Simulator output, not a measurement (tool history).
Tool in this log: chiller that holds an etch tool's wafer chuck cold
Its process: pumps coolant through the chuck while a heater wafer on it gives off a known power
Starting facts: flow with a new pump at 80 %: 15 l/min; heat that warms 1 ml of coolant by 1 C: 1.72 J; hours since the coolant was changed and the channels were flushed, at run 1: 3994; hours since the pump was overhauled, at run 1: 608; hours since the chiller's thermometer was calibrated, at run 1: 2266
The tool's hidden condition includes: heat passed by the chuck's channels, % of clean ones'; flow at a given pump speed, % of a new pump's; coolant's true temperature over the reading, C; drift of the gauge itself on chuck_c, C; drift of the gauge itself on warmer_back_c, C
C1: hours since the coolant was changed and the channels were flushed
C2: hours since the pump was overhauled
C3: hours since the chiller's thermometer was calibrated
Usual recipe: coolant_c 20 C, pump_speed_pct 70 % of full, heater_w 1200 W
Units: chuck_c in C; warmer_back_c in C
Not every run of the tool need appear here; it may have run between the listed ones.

Run 1, hour 0: usual settings; C1 3994; C2 608; C3 2266. Result: chuck_c 30.6 C, warmer_back_c 3.14 C.
Run 2, hour 35.3: usual settings; C1 4029; C2 644; C3 2301. Result: chuck_c 30.6 C, warmer_back_c 3.15 C.
Run 3, hour 71.6: usual settings; C1 4066; C2 680; C3 2337. Result: chuck_c 30.4 C, warmer_back_c 3.17 C.
Run 4, hour 103.9: usual settings; C1 4098; C2 712; C3 2370. Result: chuck_c 30.5 C, warmer_back_c 3.16 C.
Run 5, hour 132.6: usual settings but pump_speed_pct 84 % of full; C1 4127; C2 741; C3 2398. Result: chuck_c 28.9 C, warmer_back_c 2.52 C.
Run 6, hour 170.1: usual settings but pump_speed_pct 84 % of full; C1 4164; C2 779; C3 2436. Result: chuck_c 29 C, warmer_back_c 2.46 C.
Run 7, hour 204.3: usual settings but heater_w 717 W; C1 4198; C2 813; C3 2470. Result: chuck_c 26.4 C, warmer_back_c 1.68 C.
Run 8, hour 228.5: usual settings but heater_w 862 W; C1 4223; C2 837; C3 2494. Result: chuck_c 27.6 C, warmer_back_c 2.02 C.
Run 9, hour 251.1: usual settings but heater_w 862 W; C1 4245; C2 860; C3 2517. Result: chuck_c 27.6 C, warmer_back_c 2.01 C.
Run 10, hour 289.9: usual settings but pump_speed_pct 64 % of full; C1 4284; C2 898; C3 2556. Result: chuck_c 31.3 C, warmer_back_c 3.2 C.
At hour 295.1: chiller's thermometer calibrated.
Run 11, hour 321.3: usual settings but pump_speed_pct 98 % of full; C1 4314; C2 929; C3 26. Result: chuck_c 27.9 C, warmer_back_c 1.94 C.
Run 12, hour 339.4: usual settings but pump_speed_pct 98 % of full; C1 4333; C2 947; C3 44. Result: chuck_c 27.9 C, warmer_back_c 1.9 C.
Run 13, hour 378.9: usual settings but pump_speed_pct 98 % of full; C1 4372; C2 986; C3 84. Result: chuck_c 27.9 C, warmer_back_c 1.86 C.
Run 14, hour 398.7: usual settings but pump_speed_pct 98 % of full; C1 4392; C2 1006; C3 104. Result: chuck_c 27.8 C, warmer_back_c 1.83 C.
At hour 427.2: gauge calibrated.
Run 15, hour 438.1: usual settings; C1 4431; C2 1045; C3 143. Result: chuck_c 30.4 C, warmer_back_c 3.2 C.
Run 16, hour 467.1: usual settings; C1 4460; C2 1075; C3 172. Result: chuck_c 30.6 C, warmer_back_c 3.18 C.
Run 17, hour 501.9: usual settings but coolant_c 12 C, pump_speed_pct 62 % of full, heater_w 1336 W; C1 4495; C2 1109; C3 207. Result: chuck_c 24.8 C, warmer_back_c 3.91 C.
Run 18, hour 525.1: usual settings but coolant_c 15 C, pump_speed_pct 97 % of full, heater_w 1336 W; C1 4518; C2 1133; C3 230. Result: chuck_c 23.9 C, warmer_back_c 2.38 C.
Run 19, hour 561.3: usual settings but coolant_c 15 C, pump_speed_pct 97 % of full, heater_w 1336 W; C1 4554; C2 1169; C3 266. Result: chuck_c 24 C, warmer_back_c 2.46 C.
Run 20, hour 590.3: usual settings but coolant_c 25 C, pump_speed_pct 71 % of full; C1 4583; C2 1198; C3 295. Result: chuck_c 35.4 C, warmer_back_c 2.97 C.
Run 21, hour 612.6: usual settings but coolant_c 25 C, pump_speed_pct 71 % of full; C1 4606; C2 1220; C3 317. Result: chuck_c 35.4 C, warmer_back_c 3 C.
Run 22, hour 630.2: usual settings but coolant_c 25 C, pump_speed_pct 71 % of full; C1 4623; C2 1238; C3 335. Result: chuck_c 35.6 C, warmer_back_c 2.84 C.
Run 23, hour 663.6: usual settings but coolant_c 10 C, pump_speed_pct 80 % of full, heater_w 1778 W; C1 4657; C2 1271; C3 369. Result: chuck_c 24.2 C, warmer_back_c 3.9 C.
Run 24, hour 691.7: usual settings but coolant_c 15 C, pump_speed_pct 80 % of full, heater_w 643 W; C1 4685; C2 1299; C3 397. Result: chuck_c 20 C, warmer_back_c 1.23 C.
Run 25, hour 724.9: usual settings but pump_speed_pct 78 % of full, heater_w 860 W; C1 4718; C2 1332; C3 430. Result: chuck_c 27 C, warmer_back_c 1.76 C.
Run 26, hour 747.7: usual settings but coolant_c 14 C, pump_speed_pct 78 % of full, heater_w 1257 W; C1 4741; C2 1355; C3 453. Result: chuck_c 24 C, warmer_back_c 2.64 C.
Run 27, hour 779.2: usual settings but coolant_c 10 C, pump_speed_pct 71 % of full; C1 4772; C2 1387; C3 484. Result: chuck_c 20.4 C, warmer_back_c 2.71 C.
Run 28, hour 796.2: usual settings but coolant_c 23 C, heater_w 1442 W; C1 4789; C2 1404; C3 501. Result: chuck_c 35.4 C, warmer_back_c 3.44 C.
At hour 815.6: gauge calibrated.
Run 29, hour 832.4: usual settings but coolant_c 26 C, pump_speed_pct 61 % of full, heater_w 1779 W; C1 4826; C2 1440; C3 537. Result: chuck_c 43.7 C, warmer_back_c 5.42 C.
Run 30, hour 870.5: usual settings but coolant_c 26 C, pump_speed_pct 61 % of full, heater_w 1779 W; C1 4864; C2 1478; C3 575. Result: chuck_c 43.5 C, warmer_back_c 5.41 C.
Run 31, hour 888.1: usual settings but coolant_c 30 C, pump_speed_pct 87 % of full, heater_w 744 W; C1 4881; C2 1495; C3 593. Result: chuck_c 35.4 C, warmer_back_c 1.5 C.

Some steps in warmer_back_c between neighbouring runs. How much of each would the tool show without its hidden state too (settings, what came in, random variation), and how much is left for the hidden state, with any gauge scatter that isn't in both results?
Run 9 -> 10: pump_speed_pct 70 -> 64, heater_w 862 -> 1200. warmer_back_c +1.19 C: hidden state -0.05, all else +1.24.
Run 14 -> 15: pump_speed_pct 98 -> 70, gauge calibrated. warmer_back_c +1.37 C: hidden state +0.41, all else +0.96.
Run 23 -> 24: coolant_c 10 -> 15, heater_w 1778 -> 643. warmer_back_c -2.67 C: hidden state -0.02, all else -2.65.
Run 28 -> 29: coolant_c 23 -> 26, pump_speed_pct 70 -> 61, heater_w 1442 -> 1779, gauge calibrated. warmer_back_c +1.98 C: hidden state +0.37, all else +1.61.
Run 30 -> 31: coolant_c 26 -> 30, pump_speed_pct 61 -> 87, heater_w 1779 -> 744. warmer_back_c -3.91 C: hidden state -0.02, all else -3.89.
